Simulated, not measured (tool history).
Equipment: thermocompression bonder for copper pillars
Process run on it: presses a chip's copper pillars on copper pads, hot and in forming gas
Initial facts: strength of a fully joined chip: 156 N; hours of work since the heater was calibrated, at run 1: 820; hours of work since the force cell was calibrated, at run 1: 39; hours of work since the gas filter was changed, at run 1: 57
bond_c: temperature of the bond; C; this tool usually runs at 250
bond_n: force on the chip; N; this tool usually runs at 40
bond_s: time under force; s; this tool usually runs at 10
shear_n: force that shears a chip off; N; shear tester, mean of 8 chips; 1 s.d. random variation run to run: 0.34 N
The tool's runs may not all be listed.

run	day	bond_c	bond_n	bond_s	hours of work since the heater was calibrated	hours of work since the force cell was calibrated	hours of work since the gas filter was changed	shear_n
1	0	250	40	10	820	39	57	85.6
2	0.4	250	40	10	825	44	62	85.2
3	0.9	250	40	10	831	50	68	85.2
4	1.442	250	40	10	838	57	75	85.2
5	1.958	250	40	22	844	63	81	107.7
6	2.4	250	40	22	850	69	87	107
7	2.742	250	40	22	854	73	91	107.9
8	3.117	250	40	22	858	78	96	107.3
9	3.562	250	40	22	864	83	101	106.9
10	3.925	250	40	22	868	88	106	106.6
11	4.238	250	40	22	872	91	109	106.6
12	4.612	250	40	22	877	96	114	107.3
13	5.117	250	58	22	883	102	120	131.9
14	5.629	250	58	22	890	109	127	132.4
15	6.154	250	40	10	896	115	133	84.5
16	6.583	250	40	10	901	120	139	84.5
17	6.908	234	40	10	905	124	143	73.8
18	7.325	234	40	10	911	130	148	73.3
19	7.562	240	40	10	913	133	151	77.3
20	7.996	236	40	10	919	138	156	74.9
21	8.242	236	33	10	922	141	159	61.3
22	8.608	227	40	18	926	146	164	84.3
23	9.017	227	40	18	931	151	169	84.4
24	9.375	250	49	7	936	155	173	89
# day 9.488: force cell calibrated
25	9.938	250	49	7	942	6	179	89.3
26	10.3	250	49	7	947	10	184	89
27	10.533	250	36	12	949	13	187	81.9
28	11.029	250	27	19	956	19	193	73.2
# day 11.267: force cell calibrated, once more
29	11.504	250	27	19	961	3	198	73.2
30	12.025	250	27	19	967	9	204	72.6
31	12.442	243	39	10	972	15	210	77.9
32	12.721	243	39	10	976	18	213	77.3
33	13.054	230	48	10	980	22	217	83.1
34	13.279	250	40	10	983	25	220	84.1
35	13.642	275	32	28	987	29	224	112.1

How would selected steps in shear_n from run to run divide? Give the signed amount a tool lacking its hidden state would still show from settings, what came in and random variation, and the signed amount left for the hidden state, including any gauge scatter that is not in both of the compared results.
The tool's hidden condition here consists of: true temperature of the bond over the reading, C; force that reaches the chip, % of what is set; oxide that the forming gas leaves, % of the face; drift of the gauge itself on shear_n, %.
Run 12 -> 13: bond_n 40 -> 58. shear_n +24.6 N: hidden state -1.7, all else +26.3.
Run 14 -> 15: bond_n 58 -> 40, bond_s 22 -> 10. shear_n -47.9 N: hidden state +1.9, all else -49.8.
Run 34 -> 35: bond_c 250 -> 275, bond_n 40 -> 32, bond_s 10 -> 28. shear_n +28 N: hidden state -1.6, all else +29.6.

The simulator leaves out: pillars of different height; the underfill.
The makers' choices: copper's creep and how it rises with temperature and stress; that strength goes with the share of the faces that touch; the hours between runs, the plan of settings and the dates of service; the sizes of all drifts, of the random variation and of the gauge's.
